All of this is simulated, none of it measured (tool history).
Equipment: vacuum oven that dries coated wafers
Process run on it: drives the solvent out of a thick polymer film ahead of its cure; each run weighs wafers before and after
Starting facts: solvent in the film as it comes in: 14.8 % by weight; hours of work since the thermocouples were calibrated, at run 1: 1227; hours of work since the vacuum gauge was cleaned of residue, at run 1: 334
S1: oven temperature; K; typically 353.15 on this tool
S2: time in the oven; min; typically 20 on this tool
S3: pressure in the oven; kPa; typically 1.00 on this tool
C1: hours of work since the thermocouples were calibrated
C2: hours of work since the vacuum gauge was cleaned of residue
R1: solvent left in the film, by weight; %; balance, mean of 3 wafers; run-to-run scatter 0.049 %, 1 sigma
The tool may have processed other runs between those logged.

run 1 hour=0.0 | S1=353.15 S2=20 S3=1.00 | C1=1227 C2=334 | R1=3.56
run 2 hour=18.6 | S1=353.15 S2=20 S3=1.00 | C1=1242 C2=348 | R1=3.64
run 3 hour=61.9 | S1=353.15 S2=20 S3=1.00 | C1=1275 C2=382 | R1=3.66
run 4 hour=84.3 | S1=353.15 S2=20 S3=1.00 | C1=1293 C2=399 | R1=3.58
run 5 hour=105.7 | S1=353.15 S2=20 S3=1.33 | C1=1309 C2=416 | R1=3.83
run 6 hour=124.4 | S1=353.15 S2=20 S3=1.33 | C1=1324 C2=430 | R1=3.85
run 7 hour=165.9 | S1=353.15 S2=20 S3=1.33 | C1=1356 C2=463 | R1=3.76
run 8 hour=184.2 | S1=353.15 S2=10 S3=1.00 | C1=1370 C2=477 | R1=6.61
run 9 hour=218.9 | S1=353.15 S2=10 S3=1.00 | C1=1397 C2=504 | R1=6.54
run 10 hour=249.8 | S1=353.15 S2=10 S3=1.00 | C1=1421 C2=528 | R1=6.47
-- hour=254.5 vacuum gauge cleaned of residue and calibrated
run 11 hour=270.5 | S1=340.15 S2=20 S3=1.00 | C1=1436 C2=12 | R1=6.43
run 12 hour=302.6 | S1=340.15 S2=20 S3=1.00 | C1=1461 C2=37 | R1=6.46
run 13 hour=325.9 | S1=340.15 S2=20 S3=1.00 | C1=1479 C2=55 | R1=6.43
run 14 hour=364.1 | S1=353.15 S2=10 S3=1.00 | C1=1509 C2=85 | R1=6.51
run 15 hour=381.7 | S1=353.15 S2=10 S3=1.00 | C1=1522 C2=99 | R1=6.58
run 16 hour=406.3 | S1=353.15 S2=10 S3=1.00 | C1=1541 C2=118 | R1=6.55
-- hour=426.6 oven's thermocouples calibrated
run 17 hour=436.5 | S1=353.15 S2=15 S3=1.00 | C1=8 C2=140 | R1=4.58
-- hour=443.0 vacuum gauge cleaned of residue and calibrated, once more
run 18 hour=468.2 | S1=353.15 S2=15 S3=1.00 | C1=31 C2=20 | R1=4.53
run 19 hour=505.1 | S1=358.15 S2=13 S3=1.30 | C1=60 C2=48 | R1=4.31
run 20 hour=529.0 | S1=363.15 S2=15 S3=1.00 | C1=78 C2=67 | R1=2.76
run 21 hour=569.2 | S1=345.15 S2=31 S3=1.55 | C1=110 C2=98 | R1=3.55
run 22 hour=603.8 | S1=346.15 S2=34 S3=1.55 | C1=136 C2=125 | R1=3.02
run 23 hour=637.4 | S1=346.15 S2=34 S3=1.55 | C1=163 C2=151 | R1=3.02
run 24 hour=666.4 | S1=340.15 S2=10 S3=0.94 | C1=185 C2=173 | R1=8.59
run 25 hour=697.4 | S1=360.15 S2=23 S3=1.00 | C1=209 C2=197 | R1=1.82
run 26 hour=732.9 | S1=338.15 S2=23 S3=1.00 | C1=237 C2=225 | R1=5.82
run 27 hour=763.1 | S1=346.15 S2=27 S3=3.02 | C1=260 C2=248 | R1=4.76
run 28 hour=802.2 | S1=338.15 S2=23 S3=3.07 | C1=290 C2=279 | R1=7.29
run 29 hour=830.6 | S1=363.15 S2=30 S3=0.59 | C1=312 C2=301 | R1=0.80
run 30 hour=858.8 | S1=363.15 S2=30 S3=0.59 | C1=334 C2=323 | R1=0.72
run 31 hour=878.7 | S1=363.15 S2=30 S3=0.59 | C1=350 C2=338 | R1=0.78
run 32 hour=905.8 | S1=344.15 S2=29 S3=0.57 | C1=371 C2=359 | R1=3.41
run 33 hour=936.9 | S1=344.15 S2=29 S3=0.57 | C1=395 C2=383 | R1=3.51

The logged runs with the hidden state left out (each run's random variation unchanged):
Unlogged tool condition in this case: true wafer temperature over the reading, C; true pressure over the reading, kPa; drift of the gauge itself on solvent_pct, %.
run=1 R1=3.25
run=2 R1=3.33
run=3 R1=3.34
run=4 R1=3.26
run=5 R1=3.49
run=6 R1=3.51
run=7 R1=3.41
run=8 R1=6.28
run=9 R1=6.20
run=10 R1=6.13
run=11 R1=5.96
run=12 R1=5.98
run=13 R1=5.95
run=14 R1=6.13
run=15 R1=6.19
run=16 R1=6.15
run=17 R1=4.45
run=18 R1=4.49
run=19 R1=4.26
run=20 R1=2.71
run=21 R1=3.47
run=22 R1=2.94
run=23 R1=2.92
run=24 R1=8.51
run=25 R1=1.75
run=26 R1=5.69
run=27 R1=4.62
run=28 R1=7.13
run=29 R1=0.74
run=30 R1=0.66
run=31 R1=0.71
run=32 R1=3.24
run=33 R1=3.34

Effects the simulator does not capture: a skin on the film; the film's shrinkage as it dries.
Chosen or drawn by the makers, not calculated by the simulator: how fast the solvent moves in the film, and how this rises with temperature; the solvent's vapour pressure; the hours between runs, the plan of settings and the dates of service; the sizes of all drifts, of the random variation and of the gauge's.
